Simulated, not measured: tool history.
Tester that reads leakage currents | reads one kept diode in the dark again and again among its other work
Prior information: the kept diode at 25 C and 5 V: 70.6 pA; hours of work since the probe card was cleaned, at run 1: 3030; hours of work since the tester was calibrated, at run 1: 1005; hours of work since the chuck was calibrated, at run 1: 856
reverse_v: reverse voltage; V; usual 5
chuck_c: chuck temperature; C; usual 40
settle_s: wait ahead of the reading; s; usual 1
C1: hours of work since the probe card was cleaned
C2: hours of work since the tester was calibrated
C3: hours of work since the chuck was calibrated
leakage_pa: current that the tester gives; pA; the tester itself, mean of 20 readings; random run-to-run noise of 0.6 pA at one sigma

run 1 day=0 | reverse_v=5 chuck_c=40 settle_s=1 | C1=3030 C2=1005 C3=856 | leakage_pa=227.22
run 2 day=1.788 | reverse_v=5 chuck_c=40 settle_s=0.81 | C1=3063 C2=1037 C3=889 | leakage_pa=228.15
run 3 day=3.821 | reverse_v=5 chuck_c=26 settle_s=0.81 | C1=3099 C2=1074 C3=925 | leakage_pa=96.2
run 4 day=5.083 | reverse_v=5 chuck_c=40 settle_s=3.25 | C1=3122 C2=1097 C3=948 | leakage_pa=229.3
-- day=6.471 chuck's temperature calibrated
run 5 day=6.612 | reverse_v=5 chuck_c=40 settle_s=0.86 | C1=3148 C2=1123 C3=3 | leakage_pa=212.27
run 6 day=7.854 | reverse_v=5 chuck_c=40 settle_s=0.86 | C1=3171 C2=1146 C3=25 | leakage_pa=211.21
run 7 day=9.488 | reverse_v=1.87 chuck_c=33 settle_s=0.99 | C1=3200 C2=1175 C3=55 | leakage_pa=75.07
-- day=9.75 probe card cleaned and baked
run 8 day=11.125 | reverse_v=1.87 chuck_c=33 settle_s=9.43 | C1=25 C2=1202 C3=82 | leakage_pa=76.59
run 9 day=12.8 | reverse_v=1.87 chuck_c=33 settle_s=9.43 | C1=55 C2=1233 C3=112 | leakage_pa=76.91
run 10 day=14.404 | reverse_v=1.68 chuck_c=54 settle_s=6.74 | C1=84 C2=1262 C3=141 | leakage_pa=261.08
run 11 day=16.125 | reverse_v=1.68 chuck_c=54 settle_s=6.74 | C1=115 C2=1293 C3=172 | leakage_pa=259.55
-- day=16.588 probe card cleaned and baked, once more
run 12 day=17.483 | reverse_v=1.68 chuck_c=54 settle_s=6.74 | C1=16 C2=1315 C3=195 | leakage_pa=256.16

Each row is a separate what-if for the run after 12, all from the same tool condition, not one after another. Results?
run A day=19.225 | reverse_v=11.53 chuck_c=44 settle_s=5.18 | C1=48 C2=1347 C3=226 | leakage_pa=?
run B day=19.225 | reverse_v=2.62 chuck_c=32 settle_s=0.59 | C1=48 C2=1347 C3=226 | leakage_pa=?
run C day=19.225 | reverse_v=1.68 chuck_c=52 settle_s=6.74 | C1=48 C2=1347 C3=226 | leakage_pa=?
run D day=19.225 | reverse_v=3.48 chuck_c=34 settle_s=1.07 | C1=48 C2=1347 C3=226 | leakage_pa=?
run E day=19.225 | reverse_v=1.34 chuck_c=30 settle_s=0.58 | C1=48 C2=1347 C3=226 | leakage_pa=?

run=A leakage_pa=430.24
run=B leakage_pa=83.26
run=C leakage_pa=227.94
run=D leakage_pa=110.79
run=E leakage_pa=48.38
Had the tool no hidden state, the same runs would have come out as:
run=A leakage_pa=419.26
run=B leakage_pa=81.01
run=C leakage_pa=222.51
run=D leakage_pa=107.81
run=E leakage_pa=47.06

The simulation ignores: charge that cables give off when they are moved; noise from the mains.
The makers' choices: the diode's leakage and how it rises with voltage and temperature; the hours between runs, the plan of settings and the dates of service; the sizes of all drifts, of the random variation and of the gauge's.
